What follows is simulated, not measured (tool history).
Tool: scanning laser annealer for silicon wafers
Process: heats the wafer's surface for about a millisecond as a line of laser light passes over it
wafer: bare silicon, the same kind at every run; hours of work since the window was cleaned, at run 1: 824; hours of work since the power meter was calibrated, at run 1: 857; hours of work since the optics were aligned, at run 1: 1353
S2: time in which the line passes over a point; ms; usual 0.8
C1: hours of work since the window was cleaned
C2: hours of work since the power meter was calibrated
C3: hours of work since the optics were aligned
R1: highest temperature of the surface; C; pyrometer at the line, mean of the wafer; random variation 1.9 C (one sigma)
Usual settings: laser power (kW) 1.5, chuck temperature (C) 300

Run 1, day 0: usual settings; C1 824; C2 857; C3 1353. Result: R1 1093 C.
Run 2, day 1.592: usual settings; C1 847; C2 881; C3 1376. Result: R1 1093 C.
Run 3, day 3.271: usual settings; C1 872; C2 906; C3 1401. Result: R1 1090 C.
Run 4, day 4.558: usual settings; C1 892; C2 925; C3 1420. Result: R1 1091 C.
Run 5, day 5.979: usual settings but laser power (kW) 1.61; C1 913; C2 946; C3 1441. Result: R1 1146 C.
Run 6, day 7.258: usual settings but S2 0.831 ms; C1 932; C2 965; C3 1460. Result: R1 1101 C.
Run 7, day 9.171: usual settings but S2 0.831 ms; C1 960; C2 994; C3 1489. Result: R1 1100 C.
At day 10.854: window over the wafer cleaned.
Run 8, day 10.979: usual settings but S2 0.831 ms, chuck temperature (C) 278; C1 2; C2 1019; C3 1515. Result: R1 1050 C.
Run 9, day 12.258: usual settings but S2 0.831 ms, chuck temperature (C) 278; C1 21; C2 1038; C3 1533. Result: R1 1052 C.
Run 10, day 13.221: usual settings; C1 35; C2 1053; C3 1548. Result: R1 1056 C.
Run 11, day 14.233: usual settings; C1 50; C2 1068; C3 1563. Result: R1 1057 C.
At day 15.317: window over the wafer cleaned, once more.
Run 12, day 16: usual settings; C1 10; C2 1093; C3 1588. Result: R1 1128 C.
At day 17.333: optics aligned, line set to its width.
Run 13, day 18.067: usual settings but chuck temperature (C) 312; C1 38; C2 1120; C3 11. Result: R1 1151 C.
Run 14, day 18.962: usual settings but chuck temperature (C) 312; C1 51; C2 1134; C3 24. Result: R1 1150 C.
Run 15, day 19.846: usual settings but S2 0.777 ms, chuck temperature (C) 312; C1 64; C2 1147; C3 37. Result: R1 1137 C.
Run 16, day 21.071: usual settings but S2 0.777 ms, chuck temperature (C) 312; C1 82; C2 1165; C3 56. Result: R1 1136 C.
Run 17, day 22.788: usual settings but S2 0.777 ms, chuck temperature (C) 312; C1 108; C2 1190; C3 81. Result: R1 1133 C.
Run 18, day 24.512: usual settings but laser power (kW) 1.397, S2 0.907 ms, chuck temperature (C) 283; C1 134; C2 1216; C3 107. Result: R1 1109 C.
Run 19, day 25.429: usual settings but laser power (kW) 1.397, S2 0.907 ms, chuck temperature (C) 283; C1 147; C2 1230; C3 120. Result: R1 1110 C.
Run 20, day 26.579: usual settings but laser power (kW) 1.436, S2 0.778 ms, chuck temperature (C) 266; C1 164; C2 1247; C3 137. Result: R1 1052 C.
Run 21, day 27.396: usual settings but laser power (kW) 1.326, S2 0.85 ms, chuck temperature (C) 273; C1 176; C2 1259; C3 150. Result: R1 1031 C.
Run 22, day 29.117: usual settings but laser power (kW) 1.453, S2 0.565 ms, chuck temperature (C) 329; C1 202; C2 1285; C3 175. Result: R1 1006 C.
Run 23, day 30.008: usual settings but laser power (kW) 1.453, S2 0.565 ms, chuck temperature (C) 329; C1 215; C2 1298; C3 188. Result: R1 1008 C.
Run 24, day 31.142: usual settings but laser power (kW) 1.328, S2 0.87 ms, chuck temperature (C) 295; C1 232; C2 1315; C3 205. Result: R1 1062 C.
Run 25, day 33.062: usual settings but laser power (kW) 1.383, S2 0.837 ms; C1 261; C2 1343; C3 234. Result: R1 1075 C.
Run 26, day 34.758: usual settings but laser power (kW) 1.383, S2 0.837 ms; C1 286; C2 1368; C3 259. Result: R1 1079 C.
Run 27, day 36.017: usual settings but laser power (kW) 1.448; C1 305; C2 1387; C3 278. Result: R1 1093 C.
Run 28, day 36.854: usual settings but laser power (kW) 1.289; C1 317; C2 1400; C3 290. Result: R1 1009 C.
Run 29, day 38.062: usual settings but laser power (kW) 1.289; C1 335; C2 1418; C3 308. Result: R1 1008 C.
Run 30, day 39.971: usual settings but laser power (kW) 1.451, chuck temperature (C) 319; C1 363; C2 1446; C3 336. Result: R1 1112 C.
Run 31, day 41.917: usual settings but laser power (kW) 1.451, chuck temperature (C) 319; C1 392; C2 1475; C3 365. Result: R1 1111 C.

Hidden state or all else? Some run-to-run changes of R1, split into what the settings, what came in and random variation would give without the hidden state, and what is left for the hidden state (with any gauge scatter that isn't in both results):
The hidden state here: light that passes the window, % of a clean one's; laser's true power over the reading, %; width of the line over the set one, %; drift of the gauge itself on peak_c, C.
Run 7 -> 8: chuck temperature (C) 300 -> 278, window over the wafer cleaned. R1 -50 C: hidden state -30, all else -20.
Run 11 -> 12: window over the wafer cleaned, once more. R1 +71 C: hidden state +72, all else -1.
Run 12 -> 13: chuck temperature (C) 300 -> 312, optics aligned, line set to its width. R1 +23 C: hidden state +11, all else +12.
Run 27 -> 28: laser power (kW) 1.448 -> 1.289. R1 -84 C: hidden state +2, all else -86.
Run 29 -> 30: laser power (kW) 1.289 -> 1.451, chuck temperature (C) 300 -> 319. R1 +104 C: hidden state -5, all else +109.

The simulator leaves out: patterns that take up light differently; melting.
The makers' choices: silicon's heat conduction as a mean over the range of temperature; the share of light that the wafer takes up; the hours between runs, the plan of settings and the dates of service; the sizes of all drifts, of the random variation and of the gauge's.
